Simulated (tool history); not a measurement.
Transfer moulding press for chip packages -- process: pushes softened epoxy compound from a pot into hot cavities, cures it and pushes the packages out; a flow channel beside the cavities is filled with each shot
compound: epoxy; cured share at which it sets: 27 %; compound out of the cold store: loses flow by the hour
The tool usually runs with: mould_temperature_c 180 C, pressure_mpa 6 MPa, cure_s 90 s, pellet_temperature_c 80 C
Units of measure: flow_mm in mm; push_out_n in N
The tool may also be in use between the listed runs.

run     day  mould_temperature_c  pressure_mpa  cure_s  pellet_temperature_c  incoming compound's hours out of the cold store  flow_mm  push_out_n
  1       0                  180             6      90                    80                                             14.8      491        1076
  2   0.567                  180             6      90                    80                                             30.4      463        1102
      0.946  -- plunger's sealing rings changed
  3   1.079                  180             6      90                    80                                             19.4      550        1235
  4   1.412                  180             6      90                    80                                             36.3      510        1204
  5   2.029                  180             6      90                    80                                             21.4      537        1313
  6   2.417                  180             6      90                    80                                             40.8      490        1247
      2.638  -- cavities cleaned with cleaning compound and waxed
  7   3.196                  180             6      90                    80                                             12.1      561        1678
  8   3.696                  180             6      90                    80                                              8.1      568        1631
  9     4.3                  180             6      71                    80                                             27.2      516        2781
 10   4.996                  180             6      90                    80                                             17.3      534        1556
      5.312  -- cavities cleaned with cleaning compound and waxed, once more
 11   5.654                  180          7.03      90                    80                                             13.9      588         842
 12   6.046                  180          4.84      90                    80                                             22.1      465         991
 13     6.7                  180          4.84      90                    80                                             40.2      429        1082
 14   7.029                  180             6      90                    80                                             44.4      468        1106
 15   7.579                  180             6      90                    80                                             20.8      521        1306
 16   8.262                  180             6      90                    86                                             35.9      487        1202
      8.754  -- cavities cleaned with cleaning compound and waxed
 17   9.012                  180             6      90                    78                                               24      510         817
 18   9.621                  180             6      90                    78                                             34.5      481         994
 19  10.279                  180             6      90                    78                                             25.4      503        1143
 20  10.796                  181          6.55      94                    79                                               21      536        1057
 21  11.321                  188          7.06      94                    83                                               43      475         791
 22  11.854                  180             6      75                    80                                             23.9      504        2133
     12.225  -- cavities cleaned with cleaning compound and waxed
 23  12.275                  180             6      75                    80                                             16.3      517        1188
 24  12.958                  184          5.12      87                    80                                             29.1      437         778
 25  13.425                  184          5.12      87                    80                                             17.9      464         930
 26  13.721                  184          5.12      87                    80                                             37.1      426         893
 27  14.021                  184          5.12      87                    80                                             29.6      430        1041
 28  14.658                  184          5.12      87                    80                                             18.8      450        1118
     14.967  -- mould's thermocouples calibrated
 29  15.075                  180          5.78     112                    80                                             35.5      451         875

Predict each of these 4 candidate next runs independently; none follows another, all start after run 29:
  A  15.592                  180           6.1      90                    80                                             19.4        ?           ?
  B  15.592                  185          6.08     114                    80                                             22.7        ?           ?
  C  15.592                  180          5.78      72                    80                                             19.8        ?           ?
  D  15.592                  180          6.03     112                    80                                             31.1        ?           ?

run  flow_mm  push_out_n
  A      495        1279
  B      475         817
  C      488        2373
  D      470         884
What these runs would have given with no unlogged condition in the tool:
run  flow_mm  push_out_n
  A      548         628
  B      526         400
  C      540        1163
  D      521         437
